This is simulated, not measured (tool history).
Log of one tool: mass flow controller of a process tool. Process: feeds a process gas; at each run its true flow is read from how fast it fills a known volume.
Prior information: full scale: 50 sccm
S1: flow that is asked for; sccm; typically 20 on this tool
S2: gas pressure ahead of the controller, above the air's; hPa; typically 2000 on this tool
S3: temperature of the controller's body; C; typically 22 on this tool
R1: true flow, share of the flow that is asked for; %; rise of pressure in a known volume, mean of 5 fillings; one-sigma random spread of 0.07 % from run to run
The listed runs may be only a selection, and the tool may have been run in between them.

Run 1, day 0.000: usual settings. Result: R1 99.20 %.
Run 2, day 10.283: usual settings. Result: R1 99.08 %.
Run 3, day 19.329: usual settings. Result: R1 99.23 %.
Run 4, day 29.742: usual settings. Result: R1 99.14 %.
Run 5, day 41.546: usual settings. Result: R1 99.25 %.
Run 6, day 50.062: usual settings. Result: R1 99.33 %.
Run 7, day 56.317: usual settings. Result: R1 99.31 %.
Run 8, day 62.850: usual settings but S1 32 sccm. Result: R1 99.41 %.
Run 9, day 74.117: usual settings but S1 32 sccm. Result: R1 99.10 %.
Run 10, day 86.046: usual settings but S1 17 sccm. Result: R1 99.84 %.
Run 11, day 96.638: usual settings but S1 17 sccm. Result: R1 99.71 %.
Run 12, day 103.992: usual settings but S3 31 C. Result: R1 100.42 %.
Run 13, day 110.062: usual settings but S1 10 sccm. Result: R1 101.38 %.
Run 14, day 118.492: usual settings but S2 1950 hPa. Result: R1 99.58 %.
Run 15, day 129.929: usual settings but S2 2370 hPa. Result: R1 99.32 %.
Run 16, day 137.262: usual settings but S2 2370 hPa. Result: R1 99.33 %.
At day 138.592: controller's zero set anew.
Run 17, day 151.138: usual settings but S2 2370 hPa. Result: R1 99.90 %.
Run 18, day 164.179: usual settings but S2 2620 hPa. Result: R1 99.77 %.
Run 19, day 175.242: usual settings but S2 2620 hPa. Result: R1 99.88 %.
Run 20, day 188.858: usual settings. Result: R1 100.44 %.
Run 21, day 201.692: usual settings. Result: R1 100.26 %.
Run 22, day 211.433: usual settings but S3 25 C. Result: R1 100.64 %.
At day 215.588: controller's zero set anew, once more.
Run 23, day 220.758: usual settings but S1 7 sccm, S2 1880 hPa, S3 25 C. Result: R1 96.41 %.
Run 24, day 233.750: usual settings but S1 31 sccm, S2 2150 hPa. Result: R1 97.40 %.
Run 25, day 243.238: usual settings but S1 48 sccm, S2 1810 hPa. Result: R1 98.53 %.
Run 26, day 251.971: usual settings but S1 48 sccm, S2 1810 hPa. Result: R1 98.60 %.
Run 27, day 261.912: usual settings but S1 6 sccm, S2 1470 hPa. Result: R1 97.31 %.
Run 28, day 275.904: usual settings but S1 6 sccm, S2 1470 hPa. Result: R1 97.47 %.
Run 29, day 286.979: usual settings but S1 26 sccm, S2 1950 hPa. Result: R1 97.37 %.
Run 30, day 300.958: usual settings but S2 1410 hPa, S3 26 C. Result: R1 97.87 %.
Run 31, day 311.658: usual settings but S1 15 sccm, S2 1460 hPa, S3 26 C. Result: R1 97.85 %.
Run 32, day 323.642: usual settings but S1 9 sccm, S2 1870 hPa, S3 26 C. Result: R1 97.82 %.
Run 33, day 334.004: usual settings but S1 7 sccm, S2 2700 hPa, S3 26 C. Result: R1 97.71 %.
Run 34, day 340.488: usual settings but S1 7 sccm, S2 2700 hPa, S3 26 C. Result: R1 97.80 %.
Run 35, day 354.550: usual settings but S1 48 sccm, S2 2270 hPa, S3 26 C. Result: R1 98.88 %.
Run 36, day 363.000: usual settings but S1 7 sccm, S2 1440 hPa, S3 28 C. Result: R1 99.31 %.
Run 37, day 376.958: usual settings but S1 17 sccm, S2 2080 hPa, S3 30 C. Result: R1 98.26 %.
Run 38, day 391.062: usual settings but S1 17 sccm, S2 2080 hPa, S3 30 C. Result: R1 98.24 %.
Run 39, day 399.721: usual settings but S1 17 sccm, S2 2200 hPa, S3 31 C. Result: R1 98.21 %.
Run 40, day 410.179: usual settings but S1 9 sccm, S3 39 C. Result: R1 100.22 %.
Run 41, day 417.825: usual settings but S1 9 sccm, S3 39 C. Result: R1 100.23 %.

Measured less the same run without the tool's hidden state. The same run-to-run variation is in both; the gauge's scatter may not be:
Hidden state present: flow at rest that the sensor doesn't see, % of full scale; true flow over the shown one, %; drift of the gauge itself on true_pct, %.
run     R1
  1  +1.16
  2  +1.21
  3  +1.24
  4  +1.27
  5  +1.33
  6  +1.36
  7  +1.38
  8  +0.58
  9  +0.59
 10  +1.90
 11  +1.94
 12  +1.56
 13  +4.05
 14  +1.60
 15  +1.63
 16  +1.67
 17  +2.22
 18  +2.28
 19  +2.31
 20  +2.36
 21  +2.40
 22  +2.44
 23  -1.06
 24  -1.10
 25  -1.14
 26  -1.13
 27  -0.28
 28  -0.01
 29  -0.96
 30  -0.80
 31  -0.58
 32  +0.09
 33  +0.67
 34  +0.77
 35  -1.10
 36  +1.12
 37  -0.34
 38  -0.27
 39  -0.23
 40  +1.06
 41  +1.14
